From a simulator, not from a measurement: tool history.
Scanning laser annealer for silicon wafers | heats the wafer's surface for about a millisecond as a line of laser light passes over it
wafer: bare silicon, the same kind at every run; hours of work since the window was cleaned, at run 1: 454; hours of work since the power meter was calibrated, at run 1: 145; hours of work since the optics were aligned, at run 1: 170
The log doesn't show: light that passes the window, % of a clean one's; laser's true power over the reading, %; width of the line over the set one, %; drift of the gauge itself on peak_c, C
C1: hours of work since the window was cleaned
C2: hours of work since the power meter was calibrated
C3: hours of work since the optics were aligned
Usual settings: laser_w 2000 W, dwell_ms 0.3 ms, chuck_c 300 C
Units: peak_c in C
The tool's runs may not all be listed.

{"run": 1, "day": 0.0, "laser_w": 2000, "dwell_ms": 0.3, "chuck_c": 300, "C1": 454, "C2": 145, "C3": 170, "peak_c": 1082}
{"run": 2, "day": 0.529, "laser_w": 2000, "dwell_ms": 0.3, "chuck_c": 300, "C1": 460, "C2": 152, "C3": 176, "peak_c": 1083}
{"run": 3, "day": 0.862, "laser_w": 2000, "dwell_ms": 0.3, "chuck_c": 300, "C1": 464, "C2": 156, "C3": 180, "peak_c": 1083}
{"run": 4, "day": 1.246, "laser_w": 2000, "dwell_ms": 0.3, "chuck_c": 300, "C1": 468, "C2": 160, "C3": 185, "peak_c": 1083}
{"run": 5, "day": 1.683, "laser_w": 2000, "dwell_ms": 0.3, "chuck_c": 300, "C1": 474, "C2": 166, "C3": 190, "peak_c": 1080}
{"run": 6, "day": 2.033, "laser_w": 2000, "dwell_ms": 0.3, "chuck_c": 300, "C1": 478, "C2": 170, "C3": 194, "peak_c": 1083}
{"run": 7, "day": 2.579, "laser_w": 2000, "dwell_ms": 0.3, "chuck_c": 300, "C1": 484, "C2": 176, "C3": 201, "peak_c": 1081}
{"run": 8, "day": 2.888, "laser_w": 1781, "dwell_ms": 0.3, "chuck_c": 300, "C1": 488, "C2": 180, "C3": 204, "peak_c": 980}
{"run": 9, "day": 3.446, "laser_w": 1781, "dwell_ms": 0.3, "chuck_c": 300, "C1": 495, "C2": 186, "C3": 211, "peak_c": 978}
{"run": 10, "day": 3.842, "laser_w": 2000, "dwell_ms": 0.3, "chuck_c": 339, "C1": 499, "C2": 191, "C3": 216, "peak_c": 1119}
{"run": 11, "day": 4.204, "laser_w": 2000, "dwell_ms": 0.3, "chuck_c": 339, "C1": 504, "C2": 196, "C3": 220, "peak_c": 1119}
{"run": 12, "day": 4.45, "laser_w": 2000, "dwell_ms": 0.3, "chuck_c": 339, "C1": 507, "C2": 198, "C3": 223, "peak_c": 1122}
{"run": 13, "day": 4.933, "laser_w": 2000, "dwell_ms": 0.3, "chuck_c": 339, "C1": 512, "C2": 204, "C3": 229, "peak_c": 1123}
{"run": 14, "day": 5.329, "laser_w": 2000, "dwell_ms": 0.3, "chuck_c": 339, "C1": 517, "C2": 209, "C3": 234, "peak_c": 1123}
{"run": 15, "day": 5.583, "laser_w": 2000, "dwell_ms": 0.3, "chuck_c": 339, "C1": 520, "C2": 212, "C3": 237, "peak_c": 1121}
{"run": 16, "day": 6.058, "laser_w": 2000, "dwell_ms": 0.3, "chuck_c": 339, "C1": 526, "C2": 218, "C3": 242, "peak_c": 1123}
{"run": 17, "day": 6.338, "laser_w": 2000, "dwell_ms": 0.24, "chuck_c": 290, "C1": 529, "C2": 221, "C3": 246, "peak_c": 991}
{"run": 18, "day": 6.592, "laser_w": 2000, "dwell_ms": 0.24, "chuck_c": 290, "C1": 532, "C2": 224, "C3": 249, "peak_c": 990}
{"run": 19, "day": 6.954, "laser_w": 2000, "dwell_ms": 0.252, "chuck_c": 300, "C1": 537, "C2": 228, "C3": 253, "peak_c": 1018}
{"run": 20, "day": 7.296, "laser_w": 2060, "dwell_ms": 0.302, "chuck_c": 339, "C1": 541, "C2": 232, "C3": 257, "peak_c": 1156}
{"run": 21, "day": 7.558, "laser_w": 2060, "dwell_ms": 0.221, "chuck_c": 339, "C1": 544, "C2": 236, "C3": 260, "peak_c": 1040}
{"run": 22, "day": 7.9, "laser_w": 2082, "dwell_ms": 0.272, "chuck_c": 312, "C1": 548, "C2": 240, "C3": 264, "peak_c": 1093}
{"run": 23, "day": 8.329, "laser_w": 1725, "dwell_ms": 0.3, "chuck_c": 337, "C1": 553, "C2": 245, "C3": 269, "peak_c": 988}
{"run": 24, "day": 8.608, "laser_w": 1961, "dwell_ms": 0.245, "chuck_c": 323, "C1": 556, "C2": 248, "C3": 273, "peak_c": 1017}
{"run": 25, "day": 8.892, "laser_w": 2054, "dwell_ms": 0.275, "chuck_c": 276, "C1": 560, "C2": 251, "C3": 276, "peak_c": 1051}
{"run": 26, "day": 9.258, "laser_w": 2054, "dwell_ms": 0.275, "chuck_c": 276, "C1": 564, "C2": 256, "C3": 280, "peak_c": 1050}
{"run": 27, "day": 9.633, "laser_w": 2054, "dwell_ms": 0.275, "chuck_c": 276, "C1": 568, "C2": 260, "C3": 285, "peak_c": 1051}
{"run": 28, "day": 9.925, "laser_w": 2054, "dwell_ms": 0.275, "chuck_c": 276, "C1": 572, "C2": 264, "C3": 288, "peak_c": 1052}
{"run": 29, "day": 10.171, "laser_w": 1938, "dwell_ms": 0.333, "chuck_c": 273, "C1": 575, "C2": 267, "C3": 291, "peak_c": 1066}

Forecast each of these 3 alternatives for the next run:
{"run": "A", "day": 10.696, "laser_w": 1750, "dwell_ms": 0.358, "chuck_c": 327, "C1": 581, "C2": 273, "C3": 298, "peak_c": "?"}
{"run": "B", "day": 10.696, "laser_w": 2000, "dwell_ms": 0.322, "chuck_c": 300, "C1": 581, "C2": 273, "C3": 298, "peak_c": "?"}
{"run": "C", "day": 10.696, "laser_w": 1739, "dwell_ms": 0.333, "chuck_c": 294, "C1": 581, "C2": 273, "C3": 298, "peak_c": "?"}

run=A peak_c=1052
run=B peak_c=1108
run=C peak_c=991
Without the tool's hidden state the same runs would have given:
run=A peak_c=1053
run=B peak_c=1109
run=C peak_c=992

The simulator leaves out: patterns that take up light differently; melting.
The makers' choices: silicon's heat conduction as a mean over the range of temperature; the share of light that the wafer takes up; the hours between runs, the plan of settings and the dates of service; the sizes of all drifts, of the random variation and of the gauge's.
